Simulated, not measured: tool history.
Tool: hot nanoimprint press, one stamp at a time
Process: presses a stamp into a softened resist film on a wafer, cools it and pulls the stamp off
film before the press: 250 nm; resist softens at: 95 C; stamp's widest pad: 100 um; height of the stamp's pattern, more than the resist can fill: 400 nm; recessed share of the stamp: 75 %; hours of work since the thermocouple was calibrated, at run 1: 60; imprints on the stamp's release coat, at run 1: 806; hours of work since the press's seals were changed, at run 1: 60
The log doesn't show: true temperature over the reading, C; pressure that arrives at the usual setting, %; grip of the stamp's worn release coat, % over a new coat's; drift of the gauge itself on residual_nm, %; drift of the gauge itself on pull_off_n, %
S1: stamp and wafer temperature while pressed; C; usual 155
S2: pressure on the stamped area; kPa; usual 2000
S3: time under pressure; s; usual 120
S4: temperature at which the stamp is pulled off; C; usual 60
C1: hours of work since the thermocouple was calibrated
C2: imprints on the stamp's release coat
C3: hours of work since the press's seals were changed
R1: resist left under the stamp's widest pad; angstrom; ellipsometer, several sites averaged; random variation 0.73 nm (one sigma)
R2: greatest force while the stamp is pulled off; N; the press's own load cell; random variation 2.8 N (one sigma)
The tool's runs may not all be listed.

run,hour,S1,S2,S3,S4,C1,C2,C3,R1,R2
1,0,155,2000,120,60,60,806,60,902,164
2,24.3,155,2000,120,60,72,901,72,890,163
3,37.7,155,2000,120,60,79,953,79,916,171
4,54.9,155,2000,120,60,87,1020,87,891,168
5,78.8,155,2000,230,60,99,1113,99,689,167
6,93.1,155,2000,230,60,107,1169,107,683,171
# hour 106.8: stamp cleaned and given a new release coat
7,116.9,155,2000,120,59,116,39,116,899,131
8,131.6,155,2000,120,59,123,96,123,897,135
9,151.2,155,2000,120,59,133,173,133,908,141
10,177.9,155,2000,120,59,147,277,147,921,144
11,195.1,159,2000,120,59,155,344,155,729,145
12,225.2,159,2000,120,59,171,462,171,731,147
13,243.8,166,2000,120,59,180,534,180,490,153
14,268.6,166,2000,120,59,192,631,192,502,149
15,290.3,166,2000,120,59,203,716,203,501,151
16,317.7,155,1320,120,52,217,823,217,1134,175
17,333.8,154,2000,120,56,225,886,225,990,173
18,358.1,164,2730,134,64,238,981,238,448,149
19,377.6,155,2220,179,51,248,1057,248,752,184
20,392.4,155,2220,179,51,255,1115,255,746,186
21,405.8,155,2220,136,64,262,1167,262,855,165
# hour 420.6: stamp cleaned and given a new release coat
22,442.3,147,2210,105,53,277,84,277,1472,146
23,469.9,147,3040,105,57,291,192,291,1295,144
24,497.4,159,2000,166,60,305,299,305,655,141
25,526.4,155,2290,83,60,320,413,320,1019,141
26,550.7,163,2290,83,63,332,508,332,666,143
27,580.3,165,2290,61,53,347,623,347,681,169

Forecast each of these 3 alternatives for the next run:
A,605.8,161,2290,61,53,360,723,360,?,?
B,605.8,145,2260,61,50,360,723,360,?,?
C,605.8,155,2000,89,68,360,723,360,?,?

run,R1,R2
A,843,182
B,1868,172
C,1078,135
Without the tool's hidden state the same runs would have given:
run,R1,R2
A,789,151
B,1784,143
C,1008,112

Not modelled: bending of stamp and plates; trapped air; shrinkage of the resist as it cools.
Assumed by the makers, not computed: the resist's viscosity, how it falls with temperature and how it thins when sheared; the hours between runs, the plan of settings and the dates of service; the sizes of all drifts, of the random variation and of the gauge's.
